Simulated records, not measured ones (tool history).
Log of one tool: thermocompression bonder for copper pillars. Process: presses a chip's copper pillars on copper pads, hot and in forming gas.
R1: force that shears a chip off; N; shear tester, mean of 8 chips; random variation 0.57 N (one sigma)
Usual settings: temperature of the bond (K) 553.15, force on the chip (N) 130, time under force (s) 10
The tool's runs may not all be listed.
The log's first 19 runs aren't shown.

At hour 1031.9: forming gas filter changed.
Run 20, hour 1062.8: usual settings but temperature of the bond (K) 546.15, force on the chip (N) 157, time under force (s) 5. Result: R1 37.6 N.
Run 21, hour 1129.1: usual settings but temperature of the bond (K) 546.15, force on the chip (N) 157, time under force (s) 5. Result: R1 35.3 N.
Run 22, hour 1165.2: usual settings but temperature of the bond (K) 538.15, force on the chip (N) 182, time under force (s) 6. Result: R1 41.1 N.
At hour 1216.5: forming gas filter changed.
Run 23, hour 1223.4: usual settings but temperature of the bond (K) 524.15, force on the chip (N) 180, time under force (s) 6. Result: R1 36.6 N.
Run 24, hour 1284.6: usual settings but temperature of the bond (K) 570.15, force on the chip (N) 192, time under force (s) 7. Result: R1 59.7 N.
Run 25, hour 1327.6: usual settings but temperature of the bond (K) 557.15, force on the chip (N) 126, time under force (s) 6. Result: R1 34.2 N.
Run 26, hour 1368.1: usual settings but temperature of the bond (K) 557.15, force on the chip (N) 126, time under force (s) 6. Result: R1 33.3 N.
At hour 1396.5: force cell calibrated.
At hour 1404.7: forming gas filter changed.
Run 27, hour 1419.2: usual settings but temperature of the bond (K) 557.15, force on the chip (N) 126, time under force (s) 6. Result: R1 39.7 N.
Run 28, hour 1478.2: usual settings but temperature of the bond (K) 564.15. Result: R1 51.1 N.
Run 29, hour 1516: usual settings but temperature of the bond (K) 564.15, force on the chip (N) 83. Result: R1 32.1 N.
Run 30, hour 1577.7: usual settings but force on the chip (N) 124, time under force (s) 8. Result: R1 39.1 N.
At hour 1588.1: forming gas filter changed.
Run 31, hour 1612.9: usual settings but temperature of the bond (K) 552.15, force on the chip (N) 100, time under force (s) 8. Result: R1 33.2 N.
Run 32, hour 1672.1: usual settings but temperature of the bond (K) 543.15, force on the chip (N) 142, time under force (s) 13. Result: R1 50 N.
Run 33, hour 1721.9: usual settings but temperature of the bond (K) 543.15, force on the chip (N) 142, time under force (s) 13. Result: R1 48.4 N.
Run 34, hour 1757.2: usual settings but temperature of the bond (K) 562.15, force on the chip (N) 142, time under force (s) 16. Result: R1 60.1 N.
At hour 1772.7: forming gas filter changed.
Run 35, hour 1805.3: usual settings but temperature of the bond (K) 550.15, force on the chip (N) 148. Result: R1 51.2 N.
Run 36, hour 1836.5: usual settings but temperature of the bond (K) 550.15, force on the chip (N) 148. Result: R1 49.2 N.
Run 37, hour 1892: usual settings but temperature of the bond (K) 550.15, force on the chip (N) 148. Result: R1 49.1 N.
Run 38, hour 1921.8: usual settings but temperature of the bond (K) 550.15, force on the chip (N) 148. Result: R1 48.7 N.

Forecast each of these 4 alternatives for the next run:
At hour 1960: forming gas filter changed.
Run A, hour 1961.1: usual settings but temperature of the bond (K) 550.15, force on the chip (N) 138. Result: R1 ?.
At hour 1960: forming gas filter changed.
Run B, hour 1961.1: usual settings but time under force (s) 6. Result: R1 ?.
At hour 1960: forming gas filter changed.
Run C, hour 1961.1: usual settings but temperature of the bond (K) 548.15, force on the chip (N) 112, time under force (s) 13. Result: R1 ?.
At hour 1960: forming gas filter changed.
Run D, hour 1961.1: usual settings but temperature of the bond (K) 563.15. Result: R1 ?.

run    R1
  A  47.4
  B  38.6
  C  42.5
  D  51.1
Without the tool's hidden state the same runs would have given:
run    R1
  A  45.6
  B  37.1
  C  40.8
  D  49.4

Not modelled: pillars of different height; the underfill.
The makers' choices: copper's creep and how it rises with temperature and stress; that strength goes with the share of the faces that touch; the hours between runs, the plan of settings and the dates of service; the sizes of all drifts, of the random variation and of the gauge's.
